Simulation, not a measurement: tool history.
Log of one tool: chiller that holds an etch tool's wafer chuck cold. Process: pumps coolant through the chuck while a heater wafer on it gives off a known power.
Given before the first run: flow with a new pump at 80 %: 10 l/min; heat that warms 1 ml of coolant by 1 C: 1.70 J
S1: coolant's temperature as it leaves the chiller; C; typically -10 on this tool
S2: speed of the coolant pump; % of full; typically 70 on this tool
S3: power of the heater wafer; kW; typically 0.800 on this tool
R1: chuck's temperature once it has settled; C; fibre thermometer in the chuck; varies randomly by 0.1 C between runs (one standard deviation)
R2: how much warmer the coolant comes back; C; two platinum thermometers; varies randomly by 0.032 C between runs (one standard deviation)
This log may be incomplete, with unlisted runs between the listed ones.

Run 1, hour 0.0: usual settings. Result: R1 -3.5 C, R2 3.28 C.
Run 2, hour 121.0: usual settings. Result: R1 -3.5 C, R2 3.26 C.
Run 3, hour 233.3: usual settings. Result: R1 -3.6 C, R2 3.23 C.
Run 4, hour 317.7: usual settings. Result: R1 -3.5 C, R2 3.29 C.
Run 5, hour 421.4: usual settings. Result: R1 -3.5 C, R2 3.30 C.
Run 6, hour 563.5: usual settings. Result: R1 -3.2 C, R2 3.28 C.
Run 7, hour 651.3: usual settings. Result: R1 -3.4 C, R2 3.28 C.
Run 8, hour 779.4: usual settings. Result: R1 -3.5 C, R2 3.25 C.
At hour 843.8: chiller's thermometer calibrated.
Run 9, hour 846.5: usual settings. Result: R1 -3.3 C, R2 3.29 C.
Run 10, hour 1008.3: usual settings but S3 0.447 kW. Result: R1 -6.4 C, R2 1.83 C.
Run 11, hour 1108.5: usual settings. Result: R1 -3.5 C, R2 3.24 C.
Run 12, hour 1214.9: usual settings. Result: R1 -3.4 C, R2 3.25 C.
Run 13, hour 1366.7: usual settings. Result: R1 -3.5 C, R2 3.29 C.
Run 14, hour 1529.5: usual settings. Result: R1 -3.4 C, R2 3.28 C.
Run 15, hour 1657.7: usual settings. Result: R1 -3.4 C, R2 3.28 C.
Run 16, hour 1811.4: usual settings. Result: R1 -3.5 C, R2 3.24 C.
Run 17, hour 1933.3: usual settings but S1 -1 C, S2 67 % of full, S3 1.054 kW. Result: R1 7.8 C, R2 4.54 C.
Run 18, hour 2037.6: usual settings but S1 -18 C, S2 88 % of full, S3 0.640 kW. Result: R1 -13.6 C, R2 2.04 C.
Run 19, hour 2149.6: usual settings but S1 -18 C, S2 88 % of full, S3 0.640 kW. Result: R1 -13.5 C, R2 2.03 C.
Run 20, hour 2267.5: usual settings but S1 -6 C, S2 88 % of full, S3 1.112 kW. Result: R1 1.8 C, R2 3.57 C.
Run 21, hour 2417.9: usual settings but S2 66 % of full, S3 0.682 kW. Result: R1 -4.1 C, R2 3.01 C.
Run 22, hour 2580.1: usual settings but S1 -12 C, S3 1.016 kW. Result: R1 -3.7 C, R2 4.12 C.
Run 23, hour 2726.1: usual settings but S3 0.403 kW. Result: R1 -6.6 C, R2 1.64 C.
Run 24, hour 2794.0: usual settings but S3 0.403 kW. Result: R1 -6.6 C, R2 1.64 C.
Run 25, hour 2928.1: usual settings but S1 -9 C. Result: R1 -2.4 C, R2 3.31 C.
At hour 2993.0: chiller's thermometer calibrated.
Run 26, hour 3047.4: usual settings but S1 -9 C, S2 79 % of full. Result: R1 -3.0 C, R2 2.87 C.
Run 27, hour 3178.4: usual settings but S2 89 % of full, S3 0.867 kW. Result: R1 -3.9 C, R2 2.78 C.
Run 28, hour 3255.8: usual settings but S1 -7 C, S2 63 % of full, S3 0.597 kW. Result: R1 -1.7 C, R2 2.72 C.
Run 29, hour 3377.7: usual settings but S3 1.128 kW. Result: R1 -0.8 C, R2 4.64 C.
Run 30, hour 3530.2: usual settings but S1 -18 C, S3 0.654 kW. Result: R1 -12.8 C, R2 2.67 C.
Run 31, hour 3659.9: usual settings but S1 -18 C, S3 0.654 kW. Result: R1 -12.6 C, R2 2.69 C.

Each row is a separate what-if for the run after 31, all from the same tool condition, not one after another. Results?
Run A, hour 3733.2: usual settings but S1 -8 C, S2 63 % of full, S3 0.650 kW. Result: R1 ?, R2 ?.
Run B, hour 3733.2: usual settings but S2 87 % of full, S3 0.681 kW. Result: R1 ?, R2 ?.
Run C, hour 3733.2: usual settings but S1 -1 C. Result: R1 ?, R2 ?.
Run D, hour 3733.2: usual settings but S3 0.790 kW. Result: R1 ?, R2 ?.

run    R1    R2
  A  -2.3  2.96
  B  -5.1  2.14
  C   5.5  3.29
  D  -3.4  3.21
The same runs, with their run-to-run variation unchanged, on a tool lacking any hidden condition would have given:
run    R1    R2
  A  -2.4  2.95
  B  -5.2  2.14
  C   5.5  3.29
  D  -3.5  3.20
